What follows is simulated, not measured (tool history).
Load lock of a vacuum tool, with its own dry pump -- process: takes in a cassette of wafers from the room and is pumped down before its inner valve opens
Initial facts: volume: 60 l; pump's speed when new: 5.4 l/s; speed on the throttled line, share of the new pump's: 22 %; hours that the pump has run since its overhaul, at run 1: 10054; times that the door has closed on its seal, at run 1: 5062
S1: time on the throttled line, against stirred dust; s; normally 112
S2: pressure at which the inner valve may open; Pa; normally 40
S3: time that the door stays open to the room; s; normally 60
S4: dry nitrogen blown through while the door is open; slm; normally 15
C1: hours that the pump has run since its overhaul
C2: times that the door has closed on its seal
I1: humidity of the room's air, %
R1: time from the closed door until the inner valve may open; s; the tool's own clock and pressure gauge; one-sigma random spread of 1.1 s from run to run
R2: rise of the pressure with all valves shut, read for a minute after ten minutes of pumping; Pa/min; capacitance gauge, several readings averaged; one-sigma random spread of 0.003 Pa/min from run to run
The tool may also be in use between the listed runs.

Run 1, hour 0.0: usual settings; C1 10054; C2 5062; I1 46.0. Result: R1 183.4 s, R2 0.037 Pa/min.
Run 2, hour 65.3: usual settings; C1 10120; C2 5181; I1 47.4. Result: R1 184.5 s, R2 0.035 Pa/min.
Run 3, hour 119.2: usual settings but S2 51 Pa; C1 10174; C2 5279; I1 45.3. Result: R1 180.4 s, R2 0.038 Pa/min.
Run 4, hour 181.0: usual settings but S2 51 Pa, S4 16 slm; C1 10235; C2 5391; I1 46.6. Result: R1 180.8 s, R2 0.039 Pa/min.
Run 5, hour 255.6: usual settings but S2 51 Pa, S4 16 slm; C1 10310; C2 5527; I1 44.9. Result: R1 183.3 s, R2 0.036 Pa/min.
Run 6, hour 313.8: usual settings but S2 51 Pa, S3 125 s, S4 16 slm; C1 10368; C2 5633; I1 45.7. Result: R1 180.7 s, R2 0.054 Pa/min.
Run 7, hour 392.1: usual settings but S2 51 Pa, S3 125 s, S4 16 slm; C1 10447; C2 5776; I1 43.3. Result: R1 180.5 s, R2 0.051 Pa/min.
Run 8, hour 470.2: usual settings but S2 51 Pa, S3 125 s, S4 16 slm; C1 10525; C2 5918; I1 42.6. Result: R1 182.1 s, R2 0.055 Pa/min.
Run 9, hour 546.9: usual settings but S2 51 Pa, S3 125 s, S4 16 slm; C1 10601; C2 6058; I1 42.9. Result: R1 180.9 s, R2 0.058 Pa/min.
Run 10, hour 598.4: usual settings but S2 51 Pa, S3 125 s, S4 16 slm; C1 10653; C2 6152; I1 43.0. Result: R1 184.1 s, R2 0.049 Pa/min.
Run 11, hour 640.1: usual settings but S2 51 Pa, S3 125 s, S4 16 slm; C1 10695; C2 6228; I1 44.5. Result: R1 181.4 s, R2 0.054 Pa/min.
Run 12, hour 717.5: usual settings but S1 169 s; C1 10772; C2 6369; I1 43.7. Result: R1 228.3 s, R2 0.045 Pa/min.
Run 13, hour 776.9: usual settings but S2 66 Pa; C1 10831; C2 6477; I1 43.2. Result: R1 179.6 s, R2 0.044 Pa/min.
Run 14, hour 826.8: usual settings but S2 66 Pa; C1 10881; C2 6568; I1 45.9. Result: R1 179.6 s, R2 0.044 Pa/min.
Run 15, hour 895.0: usual settings but S2 66 Pa; C1 10949; C2 6692; I1 46.4. Result: R1 180.5 s, R2 0.048 Pa/min.
Run 16, hour 953.4: usual settings but S1 219 s; C1 11008; C2 6798; I1 44.2. Result: R1 267.0 s, R2 0.044 Pa/min.
Run 17, hour 1010.5: usual settings but S1 143 s, S2 42 Pa, S3 43 s, S4 12 slm; C1 11065; C2 6903; I1 44.8. Result: R1 206.3 s, R2 0.048 Pa/min.
Run 18, hour 1082.6: usual settings but S1 190 s, S2 42 Pa, S3 112 s, S4 10 slm; C1 11137; C2 7034; I1 46.5. Result: R1 242.6 s, R2 0.062 Pa/min.
Run 19, hour 1138.4: usual settings but S1 57 s, S2 45 Pa, S3 30 s, S4 12 slm; C1 11193; C2 7135; I1 45.7. Result: R1 142.7 s, R2 0.043 Pa/min.
Run 20, hour 1217.5: usual settings but S1 57 s, S2 45 Pa, S3 30 s, S4 12 slm; C1 11272; C2 7280; I1 45.1. Result: R1 144.6 s, R2 0.041 Pa/min.
Run 21, hour 1307.4: usual settings but S1 129 s, S2 67 Pa; C1 11362; C2 7443; I1 42.8. Result: R1 192.5 s, R2 0.046 Pa/min.
Run 22, hour 1355.5: usual settings but S1 129 s, S2 67 Pa; C1 11410; C2 7531; I1 46.7. Result: R1 194.4 s, R2 0.047 Pa/min.
Run 23, hour 1444.6: usual settings but S1 91 s, S2 51 Pa, S3 84 s, S4 32 slm; C1 11499; C2 7693; I1 45.7. Result: R1 165.6 s, R2 0.046 Pa/min.
Run 24, hour 1504.0: usual settings but S1 91 s, S2 50 Pa, S3 62 s, S4 13 slm; C1 11558; C2 7802; I1 45.6. Result: R1 167.4 s, R2 0.055 Pa/min.
Run 25, hour 1561.4: usual settings but S1 64 s, S2 45 Pa, S3 34 s; C1 11616; C2 7906; I1 45.5. Result: R1 149.1 s, R2 0.043 Pa/min.
Run 26, hour 1654.7: usual settings but S1 64 s, S2 45 Pa, S3 34 s; C1 11709; C2 8076; I1 46.0. Result: R1 147.9 s, R2 0.042 Pa/min.
Run 27, hour 1734.1: usual settings but S1 64 s, S2 45 Pa, S3 175 s; C1 11789; C2 8221; I1 48.6. Result: R1 149.7 s, R2 0.075 Pa/min.
Run 28, hour 1774.2: usual settings but S1 64 s, S2 45 Pa, S3 175 s; C1 11829; C2 8294; I1 43.2. Result: R1 148.0 s, R2 0.076 Pa/min.
Run 29, hour 1829.4: usual settings but S1 89 s, S3 43 s; C1 11884; C2 8394; I1 43.9. Result: R1 169.1 s, R2 0.048 Pa/min.
Run 30, hour 1911.1: usual settings but S1 89 s, S3 43 s; C1 11965; C2 8543; I1 44.7. Result: R1 169.5 s, R2 0.049 Pa/min.
Run 31, hour 1955.2: usual settings but S1 89 s, S3 43 s; C1 12010; C2 8623; I1 45.9. Result: R1 170.6 s, R2 0.055 Pa/min.

How would selected steps in R1 from run to run divide? Give the signed amount a tool lacking its hidden state would still show from settings, what came in and random variation, and the signed amount left for the hidden state, including any gauge scatter that is not in both of the compared results.
Hidden state present: pump's speed, % of a new pump's; leak at the door's seal, Pa l/s; drift of the gauge itself on ready_s, %; drift of the gauge itself on rise_pa_min, %.
Run 15 -> 16: S1 112 -> 219, S2 66 -> 40. R1 +86.5 s: hidden state -2.6, all else +89.1.
Run 16 -> 17: S1 219 -> 143, S2 40 -> 42, S3 60 -> 43, S4 15 -> 12. R1 -60.7 s: hidden state +2.6, all else -63.3.
Run 18 -> 19: S1 190 -> 57, S2 42 -> 45, S3 112 -> 30, S4 10 -> 12. R1 -99.9 s: hidden state +4.4, all else -104.3.
Run 20 -> 21: S1 57 -> 129, S2 45 -> 67, S3 30 -> 60, S4 12 -> 15. R1 +47.9 s: hidden state -3.3, all else +51.2.
